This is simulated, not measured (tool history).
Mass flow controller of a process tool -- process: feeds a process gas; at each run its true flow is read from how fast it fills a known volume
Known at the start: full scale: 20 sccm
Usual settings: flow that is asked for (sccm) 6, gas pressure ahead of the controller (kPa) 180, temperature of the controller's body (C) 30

run	day	flow that is asked for (sccm)	gas pressure ahead of the controller (kPa)	temperature of the controller's body (C)	true flow (%)
1	0	6	180	30	97.34
2	3.475	4	180	30	96.46
3	6.838	6	180	30	97.19
4	10.458	6	180	30	96.99
5	14.475	6	180	30	96.98
6	18.271	6	180	31	97.05
7	20.35	6	180	31	97.14
8	23.592	2	180	30	93.46
9	28.108	2	180	30	93.16
10	30.854	2	180	30	93.17
11	34.321	6	180	30	96.64
12	36.579	6	241	30	96.51
13	38.654	6	187	30	96.67
# day 39.021: controller's zero set anew
14	41.275	4	180	30	93.8
15	45.721	6	180	30	95.48
16	49.304	5	180	30	94.73
17	53.575	5	180	30	94.68
# day 55.858: controller's zero set anew, once more
18	57.112	6	206	30	97.74
19	59.783	6	180	30	97.87
20	63.392	6	180	30	97.8
21	66.358	6	180	30	97.91
22	68.879	3	198	30	97
23	71.362	3	198	30	96.81
24	75.329	19	169	22	98.43
25	79.529	5	161	32	97.67
26	82.746	19	180	38	100.17
27	86.079	17	155	40	100.15
28	90.383	3	201	30	96.31
29	94.738	2	179	30	95.58
30	98.846	6	244	22	96.18
31	101.442	6	244	22	96.06
32	104.092	6	244	22	96
33	108.071	7	149	21	96.3
34	109.983	8	228	21	96.25
35	111.808	2	206	30	94.84
36	114.838	8	222	30	97.34
37	118.592	8	222	30	97.32
38	120.75	2	143	27	94.18
39	123.646	2	143	27	93.93
40	126.879	2	143	27	94
41	131.275	6	188	30	96.71
42	133.496	6	190	30	96.65

Predict each of these 4 candidate next runs independently; none follows another, all start after run 42:
A	136.729	16	196	27	?
B	136.729	7	190	30	?
C	136.729	14	244	21	?
D	136.729	6	190	30	?

run	true flow (%)
A	98
B	96.92
C	97.04
D	96.6
With the hidden condition removed and each run's random variation left untouched, the same runs would have given:
run	true flow (%)
A	99.85
B	99.34
C	98.96
D	99.2
